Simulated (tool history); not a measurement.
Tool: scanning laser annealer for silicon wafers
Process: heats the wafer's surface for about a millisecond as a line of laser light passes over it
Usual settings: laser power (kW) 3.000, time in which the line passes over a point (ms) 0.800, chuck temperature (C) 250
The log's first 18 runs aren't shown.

run     day  laser power (kW)  time in which the line passes over a point (ms)  chuck temperature (C)  highest temperature of the surface (C)
 19   5.892             3.199                                            0.800                    250                                    1122
 20   6.154             3.199                                            0.800                    250                                    1127
 21   6.629             3.199                                            0.800                    250                                    1120
 22   6.904             2.810                                            0.699                    227                                     949
 23   7.112             2.810                                            0.626                    220                                     900
 24   7.508             3.000                                            0.800                    241                                    1063
 25   7.796             2.742                                            0.800                    225                                     979
 26   8.250             2.742                                            0.800                    225                                     977
 27   8.500             3.083                                            0.677                    225                                     997
 28   8.888             3.083                                            0.677                    225                                     994
 29   9.196             2.784                                            0.912                    250                                    1069
 30   9.500             2.784                                            0.912                    250                                    1073
 31   9.771             2.979                                            0.594                    271                                     968
 32   9.983             3.000                                            0.999                    250                                    1172
 33  10.462             3.000                                            0.999                    281                                    1202
 34  10.929             3.000                                            0.999                    281                                    1204
 35  11.125             3.000                                            0.999                    281                                    1203
 36  11.492             3.018                                            0.999                    281                                    1210
 37  11.750             3.018                                            0.999                    281                                    1208
 38  12.017             2.592                                            0.800                    265                                     978
 39  12.454             3.178                                            0.776                    234                                    1085
 40  12.917             3.033                                            0.700                    265                                    1032

5 ways to go on from here, each from the tool as it stands after run 40. What would each give?
  A  13.333             2.694                                            0.800                    250                                       ?
  B  13.333             2.756                                            0.924                    225                                       ?
  C  13.333             2.802                                            0.700                    213                                       ?
  D  13.333             2.730                                            0.954                    239                                       ?
  E  13.333             2.724                                            0.700                    282                                       ?

run  highest temperature of the surface (C)
  A                                     988
  B                                    1038
  C                                     925
  D                                    1060
  E                                     976
Without the tool's hidden state the same runs would have given:
run  highest temperature of the surface (C)
  A                                    1002
  B                                    1053
  C                                     938
  D                                    1075
  E                                     989

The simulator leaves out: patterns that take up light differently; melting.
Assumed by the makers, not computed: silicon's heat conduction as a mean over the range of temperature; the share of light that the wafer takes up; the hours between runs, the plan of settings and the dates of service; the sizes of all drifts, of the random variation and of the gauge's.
